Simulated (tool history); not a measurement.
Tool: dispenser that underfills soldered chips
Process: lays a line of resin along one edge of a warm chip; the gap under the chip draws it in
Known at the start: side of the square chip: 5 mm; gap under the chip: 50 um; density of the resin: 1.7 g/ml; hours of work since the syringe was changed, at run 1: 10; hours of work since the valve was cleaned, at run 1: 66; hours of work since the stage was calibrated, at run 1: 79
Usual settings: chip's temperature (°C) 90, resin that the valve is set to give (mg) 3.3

run   hour  chip's temperature (°C)  resin that the valve is set to give (mg)  hours of work since the syringe was changed  hours of work since the valve was cleaned  hours of work since the stage was calibrated  time until the resin shows at the far edge (s)  resin that the valve gave (mg)
  1      0                       90                                       3.3                                           10                                         66                                            79                                            69.2                            3.07
       1.3  -- new syringe of resin
  2    5.1                       90                                       3.3                                            3                                         70                                            82                                            37.7                            3.11
  3    9.5                       90                                       3.3                                            6                                         73                                            86                                            48.5                            3.09
  4   16.5                       90                                       3.3                                           11                                         78                                            91                                            74.1                            3.06
      17.3  -- new syringe of resin
  5   21.6                       90                                       3.3                                            3                                         82                                            94                                            37.4                             3.1
  6   25.6                       83                                       3.3                                            6                                         85                                            97                                            57.1                             3.1
  7   28.6                       77                                       3.3                                            8                                         87                                            99                                            82.4                            3.04
      32.8  -- new syringe of resin
  8   33.1                       77                                       3.3                                            0                                         90                                           102                                            42.3                            3.05
  9     36                       88                                       3.3                                            2                                         92                                           105                                              37                            3.07
 10   39.7                       88                                       3.3                                            5                                         95                                           107                                            47.1                            3.05
 11   43.5                       88                                       3.3                                            8                                         98                                           110                                            58.2                            2.99
      48.6  -- new syringe of resin
 12   50.2                       90                                       3.3                                            1                                        102                                           115                                            32.4                               3
 13   55.6                       90                                       3.3                                            5                                        106                                           119                                            45.3                            3.02
 14   62.1                       90                                       3.3                                           10                                        111                                           124                                            64.8                            2.93
      64.6  -- new syringe of resin
 15   67.9                       90                                       3.3                                            2                                        115                                           128                                            35.4                               3
      71.7  -- dispensing valve cleaned and set on the balance
 16   72.3                       85                                       3.3                                            5                                          0                                           130                                            49.3                            3.31
 17   76.3                       90                                      3.39                                            8                                          3                                           133                                            55.1                            3.36
 18   79.4                       90                                      2.85                                           10                                          6                                           135                                            68.3                            2.83
      81.4  -- new syringe of resin
 19   85.5                       90                                      2.85                                            3                                         10                                           139                                              39                            2.83
 20   89.5                       86                                      4.15                                            6                                         13                                           142                                            51.6                            4.11
 21   95.7                      103                                       3.3                                           11                                         17                                           147                                            48.1                            3.26
      97.3  -- new syringe of resin
 22    100                      103                                       3.3                                            2                                         20                                           150                                            23.8                            3.22
 23  106.6                       91                                      3.78                                            7                                         25                                           155                                            48.7                            3.67
 24  111.7                      103                                      4.18                                           11                                         29                                           158                                            47.3                            4.05
     112.9  -- new syringe of resin
 25  117.2                      103                                      4.18                                            3                                         33                                           162                                              26                            4.08
 26  121.3                       94                                      2.89                                            6                                         36                                           165                                            44.7                            2.78
 27  126.4                      101                                      3.03                                           10                                         39                                           169                                            49.5                            2.92
     128.4  -- new syringe of resin
 28  133.1                       90                                       3.1                                            3                                         44                                           174                                            39.8                            2.98
 29  139.4                       90                                       3.1                                            8                                         49                                           178                                            58.1                            2.97
 30  143.5                       76                                      4.26                                           11                                         52                                           181                                           107.1                            4.07
     144.3  -- new syringe of resin
 31  149.7                       91                                      4.08                                            4                                         56                                           186                                            39.9                            3.87
 32  154.9                       92                                      3.24                                            8                                         60                                           190                                            52.3                            3.06
       160  -- new syringe of resin
 33  161.4                       98                                      3.94                                            1                                         64                                           194                                            24.7                            3.73
 34  164.6                       90                                      3.73                                            3                                         67                                           196                                            37.1                            3.52
 35  168.7                       91                                      4.05                                            6                                         70                                           199                                            45.2                            3.79
 36  174.4                       93                                       3.1                                           11                                         74                                           204                                            62.3                            2.91
     175.9  -- new syringe of resin
 37  181.4                       93                                       3.1                                            4                                         79                                           209                                            37.5                            2.88

3 ways to go on from here, each from the tool as it stands after run 37. What would each give?
  A  187.4                       93                                      4.25                                            8                                         83                                           213                                               ?                               ?
  B  187.4                       86                                       3.6                                            8                                         83                                           213                                               ?                               ?
  C  187.4                       96                                      3.56                                            8                                         83                                           213                                               ?                               ?

run  time until the resin shows at the far edge (s)  resin that the valve gave (mg)
  A                                            51.5                            3.98
  B                                            62.8                            3.33
  C                                            48.6                            3.28
Without the tool's hidden state the same runs would have given:
run  time until the resin shows at the far edge (s)  resin that the valve gave (mg)
  A                                            27.2                             4.3
  B                                            33.4                             3.6
  C                                            25.6                            3.54
